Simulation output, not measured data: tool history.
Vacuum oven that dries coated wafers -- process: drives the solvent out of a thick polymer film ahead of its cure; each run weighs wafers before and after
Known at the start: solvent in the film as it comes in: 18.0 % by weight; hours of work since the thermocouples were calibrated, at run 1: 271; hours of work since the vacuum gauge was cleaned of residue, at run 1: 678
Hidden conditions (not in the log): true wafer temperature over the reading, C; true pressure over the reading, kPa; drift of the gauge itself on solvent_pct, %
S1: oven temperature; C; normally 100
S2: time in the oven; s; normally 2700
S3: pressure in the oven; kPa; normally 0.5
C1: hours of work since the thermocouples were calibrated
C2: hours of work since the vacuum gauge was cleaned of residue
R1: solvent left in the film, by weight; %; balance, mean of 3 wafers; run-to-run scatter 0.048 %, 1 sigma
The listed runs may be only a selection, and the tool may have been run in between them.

run,hour,S1,S2,S3,C1,C2,R1
1,0,100,2700,0.5,271,678,3.99
2,64.3,100,2700,0.5,319,727,3.96
3,128.6,97,2700,0.5,368,776,4.83
4,169.9,97,2700,0.5,399,807,4.84
5,206.1,97,2700,0.5,426,834,4.95
6,245.5,100,2700,0.5,456,864,3.94
7,281.9,102,2700,0.5,484,891,3.37
8,318.8,102,2700,0.5,511,919,3.41
# hour 325.3: vacuum gauge cleaned of residue and calibrated
9,375,102,2700,0.5,553,37,3.48
10,450.7,102,2700,0.5,610,95,3.4

Run 11 comes next. What will it give?
11,520.3,102,3060,0.722,662,147,?

{"run 11": {"R1": 3.09}}
Minus the tool's unlogged condition, the same run would have read R1 2.95 %.

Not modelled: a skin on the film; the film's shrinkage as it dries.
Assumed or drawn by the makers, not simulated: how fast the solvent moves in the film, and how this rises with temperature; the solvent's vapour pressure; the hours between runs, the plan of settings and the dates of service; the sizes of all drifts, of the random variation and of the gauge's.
